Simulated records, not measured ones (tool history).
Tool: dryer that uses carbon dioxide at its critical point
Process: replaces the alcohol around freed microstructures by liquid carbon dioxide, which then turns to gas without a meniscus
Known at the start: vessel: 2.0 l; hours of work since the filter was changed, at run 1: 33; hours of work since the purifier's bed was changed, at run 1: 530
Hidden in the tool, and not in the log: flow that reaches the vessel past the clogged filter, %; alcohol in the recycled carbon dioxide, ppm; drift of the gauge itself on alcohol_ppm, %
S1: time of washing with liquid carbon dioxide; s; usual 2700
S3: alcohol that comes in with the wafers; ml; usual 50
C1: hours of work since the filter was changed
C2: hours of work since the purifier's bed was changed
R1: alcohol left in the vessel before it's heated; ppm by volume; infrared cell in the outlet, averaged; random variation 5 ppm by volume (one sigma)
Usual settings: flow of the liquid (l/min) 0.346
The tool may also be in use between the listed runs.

{"run": 1, "day": 0.0, "S1": 2700, "flow of the liquid (l/min)": 0.346, "S3": 50, "C1": 33, "C2": 530, "R1": 82}
{"run": 2, "day": 1.342, "S1": 2700, "flow of the liquid (l/min)": 0.346, "S3": 50, "C1": 48, "C2": 544, "R1": 75}
{"run": 3, "day": 2.571, "S1": 2700, "flow of the liquid (l/min)": 0.346, "S3": 50, "C1": 61, "C2": 558, "R1": 81}
{"run": 4, "day": 3.625, "S1": 2700, "flow of the liquid (l/min)": 0.346, "S3": 50, "C1": 72, "C2": 569, "R1": 82}
{"run": 5, "day": 5.225, "S1": 2700, "flow of the liquid (l/min)": 0.346, "S3": 50, "C1": 90, "C2": 586, "R1": 89}
{"run": 6, "day": 6.483, "S1": 2700, "flow of the liquid (l/min)": 0.346, "S3": 50, "C1": 103, "C2": 600, "R1": 93}
{"run": 7, "day": 8.217, "S1": 2700, "flow of the liquid (l/min)": 0.346, "S3": 50, "C1": 122, "C2": 619, "R1": 89}
{"run": 8, "day": 9.179, "S1": 2700, "flow of the liquid (l/min)": 0.346, "S3": 50, "C1": 132, "C2": 629, "R1": 94}
{"run": 9, "day": 10.679, "S1": 2700, "flow of the liquid (l/min)": 0.346, "S3": 50, "C1": 149, "C2": 645, "R1": 93}
{"day": 11.596, "done": "purifier's bed changed"}
{"run": 10, "day": 11.833, "S1": 3060, "flow of the liquid (l/min)": 0.309, "S3": 50, "C1": 160, "C2": 3, "R1": 27}
{"run": 11, "day": 13.067, "S1": 1980, "flow of the liquid (l/min)": 0.309, "S3": 88, "C1": 173, "C2": 16, "R1": 446}
{"run": 12, "day": 14.879, "S1": 2700, "flow of the liquid (l/min)": 0.223, "S3": 47, "C1": 193, "C2": 36, "R1": 264}
{"run": 13, "day": 16.1, "S1": 3960, "flow of the liquid (l/min)": 0.425, "S3": 76, "C1": 206, "C2": 49, "R1": 10}
{"run": 14, "day": 16.971, "S1": 3960, "flow of the liquid (l/min)": 0.425, "S3": 76, "C1": 215, "C2": 58, "R1": 21}
{"run": 15, "day": 18.308, "S1": 3960, "flow of the liquid (l/min)": 0.425, "S3": 76, "C1": 230, "C2": 73, "R1": 10}
{"run": 16, "day": 20.196, "S1": 2100, "flow of the liquid (l/min)": 0.49, "S3": 60, "C1": 250, "C2": 93, "R1": 34}
{"run": 17, "day": 21.421, "S1": 3660, "flow of the liquid (l/min)": 0.346, "S3": 61, "C1": 264, "C2": 106, "R1": 15}

Forecast each of these 4 alternatives for the next run:
{"run": "A", "day": 22.775, "S1": 1680, "flow of the liquid (l/min)": 0.346, "S3": 74, "C1": 278, "C2": 121, "R1": "?"}
{"run": "B", "day": 22.775, "S1": 3660, "flow of the liquid (l/min)": 0.346, "S3": 110, "C1": 278, "C2": 121, "R1": "?"}
{"run": "C", "day": 22.775, "S1": 1620, "flow of the liquid (l/min)": 0.297, "S3": 61, "C1": 278, "C2": 121, "R1": "?"}
{"run": "D", "day": 22.775, "S1": 3720, "flow of the liquid (l/min)": 0.522, "S3": 85, "C1": 278, "C2": 121, "R1": "?"}

run=A R1=523
run=B R1=19
run=C R1=861
run=D R1=12
Without the tool's hidden state the same runs would have given:
run=A R1=432
run=B R1=5
run=C R1=739
run=D R1=0
